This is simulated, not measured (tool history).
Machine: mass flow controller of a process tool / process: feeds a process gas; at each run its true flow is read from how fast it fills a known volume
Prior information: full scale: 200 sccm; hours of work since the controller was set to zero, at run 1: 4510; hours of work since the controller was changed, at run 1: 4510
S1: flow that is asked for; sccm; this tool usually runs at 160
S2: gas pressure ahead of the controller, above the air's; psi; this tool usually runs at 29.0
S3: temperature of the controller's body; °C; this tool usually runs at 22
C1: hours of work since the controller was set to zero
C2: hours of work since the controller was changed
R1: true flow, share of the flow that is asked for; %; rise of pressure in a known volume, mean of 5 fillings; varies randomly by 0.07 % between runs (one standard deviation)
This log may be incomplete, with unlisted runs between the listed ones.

run 1 hour=0.0 | S1=160 S2=29.0 S3=22 | C1=4510 C2=4510 | R1=100.62
run 2 hour=352.5 | S1=160 S2=29.0 S3=22 | C1=4633 C2=4633 | R1=100.69
run 3 hour=656.9 | S1=160 S2=29.0 S3=22 | C1=4739 C2=4739 | R1=100.53
run 4 hour=972.5 | S1=160 S2=29.0 S3=22 | C1=4849 C2=4849 | R1=100.86
run 5 hour=1284.8 | S1=160 S2=29.0 S3=22 | C1=4958 C2=4958 | R1=100.87
run 6 hour=1758.4 | S1=160 S2=29.0 S3=22 | C1=5123 C2=5123 | R1=100.78
run 7 hour=2078.0 | S1=160 S2=29.0 S3=22 | C1=5234 C2=5234 | R1=100.78
run 8 hour=2325.3 | S1=160 S2=29.0 S3=21 | C1=5321 C2=5321 | R1=100.76
run 9 hour=2719.7 | S1=160 S2=29.0 S3=21 | C1=5458 C2=5458 | R1=100.78
run 10 hour=3085.2 | S1=160 S2=29.0 S3=21 | C1=5586 C2=5586 | R1=100.96
-- hour=3127.2 controller's zero set anew
run 11 hour=3563.0 | S1=160 S2=29.0 S3=21 | C1=152 C2=5752 | R1=101.73
run 12 hour=3971.1 | S1=58 S2=29.0 S3=21 | C1=294 C2=5895 | R1=104.36
run 13 hour=4299.6 | S1=58 S2=27.1 S3=21 | C1=409 C2=6009 | R1=104.41
run 14 hour=4649.0 | S1=43 S2=29.0 S3=37 | C1=531 C2=6131 | R1=108.17
run 15 hour=4906.9 | S1=132 S2=35.1 S3=23 | C1=621 C2=6221 | R1=102.48
run 16 hour=5402.0 | S1=132 S2=35.1 S3=23 | C1=793 C2=6394 | R1=102.62

Forecast each of these 3 alternatives for the next run:
-- hour=5555.5 controller's zero set anew, once more
run A hour=5836.6 | S1=30 S2=29.0 S3=27 | C1=98 C2=6545 | R1=?
-- hour=5555.5 controller's zero set anew, once more
run B hour=5836.6 | S1=132 S2=35.1 S3=39 | C1=98 C2=6545 | R1=?
-- hour=5555.5 controller's zero set anew, once more
run C hour=5836.6 | S1=160 S2=34.2 S3=22 | C1=98 C2=6545 | R1=?

run=A R1=99.12
run=B R1=101.56
run=C R1=100.16
Stripped of hidden state, with their random variation kept, the same runs would have yielded:
run=A R1=97.94
run=B R1=100.84
run=C R1=99.46
